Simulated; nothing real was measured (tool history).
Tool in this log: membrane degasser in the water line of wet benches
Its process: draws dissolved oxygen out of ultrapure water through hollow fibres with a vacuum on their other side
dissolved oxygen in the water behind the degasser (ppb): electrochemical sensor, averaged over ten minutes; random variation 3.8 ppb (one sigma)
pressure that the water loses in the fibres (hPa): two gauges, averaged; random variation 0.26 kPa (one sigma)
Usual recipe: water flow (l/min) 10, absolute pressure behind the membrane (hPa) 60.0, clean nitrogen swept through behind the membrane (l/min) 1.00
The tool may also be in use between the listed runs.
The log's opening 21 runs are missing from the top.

| run | hour | water flow (l/min) | absolute pressure behind the membrane (hPa) | clean nitrogen swept through behind the membrane (l/min) | hours since the membrane was changed | hours since the vacuum gauge was calibrated | hours since the vacuum lines were made tight | dissolved oxygen in the water behind the degasser (ppb) | pressure that the water loses in the fibres (hPa) |
|---|---|---|---|---|---|---|---|---|---|
| 22 | 983.8 | 9 | 68.0 | 0.46 | 2904 | 222 | 4668 | 422.6 | 630.4 |
| 23 | 1043.2 | 6 | 117.2 | 0.46 | 2964 | 281 | 4728 | 380.4 | 419.1 |
| 24 | 1094.9 | 10 | 53.0 | 1.00 | 3015 | 333 | 4779 | 379.0 | 702.5 |
|  | 1127.4 | vacuum gauge calibrated, once more |
| 25 | 1129.6 | 10 | 60.0 | 0.73 | 3050 | 2 | 4814 | 413.1 | 697.2 |
| 26 | 1154.8 | 10 | 60.0 | 0.73 | 3075 | 27 | 4839 | 413.4 | 693.8 |
| 27 | 1189.8 | 10 | 60.0 | 0.73 | 3110 | 62 | 4874 | 415.4 | 701.3 |
| 28 | 1236.7 | 10 | 60.0 | 0.73 | 3157 | 109 | 4921 | 422.0 | 697.4 |
| 29 | 1264.6 | 8 | 92.1 | 1.45 | 3185 | 137 | 4949 | 308.0 | 555.8 |
| 30 | 1289.8 | 8 | 92.1 | 1.45 | 3210 | 162 | 4974 | 307.8 | 556.8 |
| 31 | 1338.5 | 8 | 92.1 | 1.45 | 3258 | 211 | 5022 | 308.6 | 559.9 |

Forecast each of these 5 alternatives for the next run:
| A | 1388.0 | 7 | 41.2 | 0.60 | 3308 | 261 | 5072 | ? | ? |
| B | 1388.0 | 10 | 60.0 | 1.79 | 3308 | 261 | 5072 | ? | ? |
| C | 1388.0 | 6 | 46.4 | 1.45 | 3308 | 261 | 5072 | ? | ? |
| D | 1388.0 | 10 | 71.1 | 1.00 | 3308 | 261 | 5072 | ? | ? |
| E | 1388.0 | 10 | 80.8 | 1.45 | 3308 | 261 | 5072 | ? | ? |

| run | dissolved oxygen in the water behind the degasser (ppb) | pressure that the water loses in the fibres (hPa) |
|---|---|---|
| A | 199.7 | 490.1 |
| B | 369.1 | 695.3 |
| C | 145.4 | 416.7 |
| D | 424.4 | 701.8 |
| E | 410.4 | 694.5 |
With the hidden condition removed and each run's random variation left untouched, the same runs would have given:
| run | dissolved oxygen in the water behind the degasser (ppb) | pressure that the water loses in the fibres (hPa) |
|---|---|---|
| A | 193.1 | 484.3 |
| B | 356.6 | 687.0 |
| C | 139.2 | 411.8 |
| D | 411.4 | 693.5 |
| E | 397.1 | 686.3 |
